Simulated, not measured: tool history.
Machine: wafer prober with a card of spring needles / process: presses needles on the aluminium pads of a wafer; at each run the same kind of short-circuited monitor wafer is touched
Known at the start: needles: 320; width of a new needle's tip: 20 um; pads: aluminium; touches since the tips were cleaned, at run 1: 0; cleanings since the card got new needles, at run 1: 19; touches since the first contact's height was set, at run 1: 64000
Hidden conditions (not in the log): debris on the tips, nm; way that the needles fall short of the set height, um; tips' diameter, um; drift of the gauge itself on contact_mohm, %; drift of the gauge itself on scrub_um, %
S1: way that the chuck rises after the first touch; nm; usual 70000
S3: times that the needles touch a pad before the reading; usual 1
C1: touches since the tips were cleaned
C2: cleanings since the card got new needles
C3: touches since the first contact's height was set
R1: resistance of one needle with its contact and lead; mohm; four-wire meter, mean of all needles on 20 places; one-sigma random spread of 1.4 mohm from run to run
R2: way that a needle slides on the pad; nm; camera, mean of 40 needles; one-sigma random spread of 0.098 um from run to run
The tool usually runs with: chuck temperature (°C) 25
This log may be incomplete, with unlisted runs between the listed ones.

Run 1, hour 0: usual settings; C1 0; C2 19; C3 64000. Result: R1 118 mohm, R2 14320 nm.
Run 2, hour 4.1: usual settings but chuck temperature (°C) 119; C1 2049; C2 19; C3 66049. Result: R1 172 mohm, R2 14220 nm.
At hour 6: tips cleaned on abrasive film.
Run 3, hour 10.3: usual settings but chuck temperature (°C) 119; C1 2200; C2 20; C3 69170. Result: R1 174 mohm, R2 14320 nm.
At hour 12: tips cleaned on abrasive film.
Run 4, hour 16.9: usual settings but chuck temperature (°C) 119; C1 2508; C2 21; C3 72456. Result: R1 181 mohm, R2 14270 nm.
At hour 18.1: tips cleaned on abrasive film.
At hour 23.8: tips cleaned on abrasive film.
Run 5, hour 24.4: usual settings but chuck temperature (°C) 56; C1 317; C2 23; C3 76145. Result: R1 136 mohm, R2 14260 nm.
At hour 29.7: tips cleaned on abrasive film.
Run 6, hour 31.7: usual settings but S1 87000 nm; C1 1025; C2 24; C3 79750. Result: R1 138 mohm, R2 17820 nm.
At hour 35.7: tips cleaned on abrasive film.
Run 7, hour 36.5: usual settings; C1 428; C2 25; C3 82134. Result: R1 137 mohm, R2 14240 nm.
At hour 42: tips cleaned on abrasive film.
Run 8, hour 43.5: usual settings but chuck temperature (°C) 53; C1 730; C2 26; C3 85591. Result: R1 149 mohm, R2 14320 nm.
At hour 48.4: tips cleaned on abrasive film.
Run 9, hour 52: usual settings but S3 2; C1 1830; C2 27; C3 89851. Result: R1 148 mohm, R2 14090 nm.
At hour 54.3: tips cleaned on abrasive film.
Run 10, hour 55.8: usual settings but chuck temperature (°C) 42, S3 2; C1 770; C2 28; C3 91719. Result: R1 138 mohm, R2 13900 nm.
At hour 60.5: tips cleaned on abrasive film.
Run 11, hour 64.8: usual settings but chuck temperature (°C) 104, S3 2; C1 2160; C2 29; C3 96195. Result: R1 155 mohm, R2 13860 nm.
At hour 66.7: tips cleaned on abrasive film.
Run 12, hour 70.1: usual settings; C1 1702; C2 30; C3 98849. Result: R1 173 mohm, R2 14000 nm.
At hour 72.5: tips cleaned on abrasive film.
At hour 76.3: height of the first contact set anew.
Run 13, hour 76.4: usual settings but chuck temperature (°C) 37; C1 1793; C2 31; C3 41. Result: R1 169 mohm, R2 14760 nm.
At hour 78.9: tips cleaned on abrasive film.
Run 14, hour 82.8: usual settings; C1 1991; C2 32; C3 3234. Result: R1 168 mohm, R2 14700 nm.
At hour 84.9: tips cleaned on abrasive film.
Run 15, hour 87: usual settings but chuck temperature (°C) 83; C1 1051; C2 33; C3 5301. Result: R1 155 mohm, R2 14590 nm.
At hour 91.1: tips cleaned on abrasive film.
Run 16, hour 92.2: usual settings but chuck temperature (°C) 83; C1 579; C2 34; C3 7888. Result: R1 152 mohm, R2 14550 nm.
At hour 97.3: tips cleaned on abrasive film.
Run 17, hour 98.6: usual settings but S1 60000 nm, S3 2; C1 688; C2 35; C3 11077. Result: R1 139 mohm, R2 12320 nm.
At hour 103.1: tips cleaned on abrasive film.
Run 18, hour 103.5: usual settings but S1 60000 nm, S3 2; C1 213; C2 36; C3 13472. Result: R1 130 mohm, R2 12740 nm.
At hour 108.9: tips cleaned on abrasive film.
Run 19, hour 109.8: usual settings but S1 80000 nm, chuck temperature (°C) 83, S3 2; C1 459; C2 37; C3 16600. Result: R1 130 mohm, R2 16590 nm.
At hour 115.4: tips cleaned on abrasive film.
Run 20, hour 116.8: usual settings but S1 54000 nm, chuck temperature (°C) 48, S3 2; C1 709; C2 38; C3 20082. Result: R1 151 mohm, R2 11260 nm.
Run 21, hour 120.7: usual settings but S1 54000 nm, chuck temperature (°C) 48, S3 2; C1 2678; C2 38; C3 22051. Result: R1 184 mohm, R2 11170 nm.
At hour 121.3: tips cleaned on abrasive film.
At hour 127.2: tips cleaned on abrasive film.
Run 22, hour 128.1: usual settings but S1 64000 nm, chuck temperature (°C) 69; C1 477; C2 40; C3 25715. Result: R1 151 mohm, R2 13340 nm.
Run 23, hour 132.6: usual settings but S1 71000 nm, chuck temperature (°C) 114, S3 2; C1 2745; C2 40; C3 27983. Result: R1 161 mohm, R2 14760 nm.
At hour 133.6: tips cleaned on abrasive film.
At hour 139.6: tips cleaned on abrasive film.
Run 24, hour 139.6: usual settings but S1 71000 nm, chuck temperature (°C) 114, S3 2; C1 0; C2 42; C3 31422. Result: R1 131 mohm, R2 14600 nm.
At hour 145.4: tips cleaned on abrasive film.
Run 25, hour 147.2: usual settings but S1 88000 nm, chuck temperature (°C) 63, S3 2; C1 886; C2 43; C3 35191. Result: R1 129 mohm, R2 18250 nm.
At hour 151.3: tips cleaned on abrasive film.
Run 26, hour 152.3: usual settings but S1 88000 nm, chuck temperature (°C) 33, S3 2; C1 507; C2 44; C3 37712. Result: R1 123 mohm, R2 18410 nm.
At hour 157.1: tips cleaned on abrasive film.
Run 27, hour 160.1: usual settings but S1 88000 nm, chuck temperature (°C) 33, S3 2; C1 1538; C2 45; C3 41621. Result: R1 132 mohm, R2 18120 nm.
At hour 162.8: tips cleaned on abrasive film.
At hour 168.8: tips cleaned on abrasive film.
Run 28, hour 169.1: usual settings but S1 84000 nm, chuck temperature (°C) 31; C1 137; C2 47; C3 46047. Result: R1 120 mohm, R2 17180 nm.
At hour 174.7: tips cleaned on abrasive film.
Run 29, hour 176.5: usual settings but S1 64000 nm, chuck temperature (°C) 42, S3 2; C1 940; C2 48; C3 49752. Result: R1 142 mohm, R2 13180 nm.
At hour 180.5: tips cleaned on abrasive film.
Run 30, hour 182.3: usual settings but S1 68000 nm, chuck temperature (°C) 42, S3 2; C1 914; C2 49; C3 52620. Result: R1 141 mohm, R2 13820 nm.
At hour 186.6: tips cleaned on abrasive film.
Run 31, hour 190.6: usual settings but S1 85000 nm, chuck temperature (°C) 33, S3 3; C1 2049; C2 50; C3 56785. Result: R1 129 mohm, R2 17360 nm.

Had the tool no unlogged condition, and each run kept its random variation, what would the results have been?
run   R1     R2
  1  114  14760
  2  127  14660
  3  127  14800
  4  129  14770
  5  117  14800
  6  111  18390
  7  115  14830
  8  118  14930
  9  115  14720
 10  117  14550
 11  122  14540
 12  117  14700
 13  119  14760
 14  113  14740
 15  121  14650
 16  125  14640
 17  115  12430
 18  118  12870
 19  120  16740
 20  122  11440
 21  125  11350
 22  122  13570
 23  127  14980
 24  126  14870
 25  115  18540
 26  112  18720
 27  111  18450
 28  111  17550
 29  116  13570
 30  118  14230
 31  113  17790
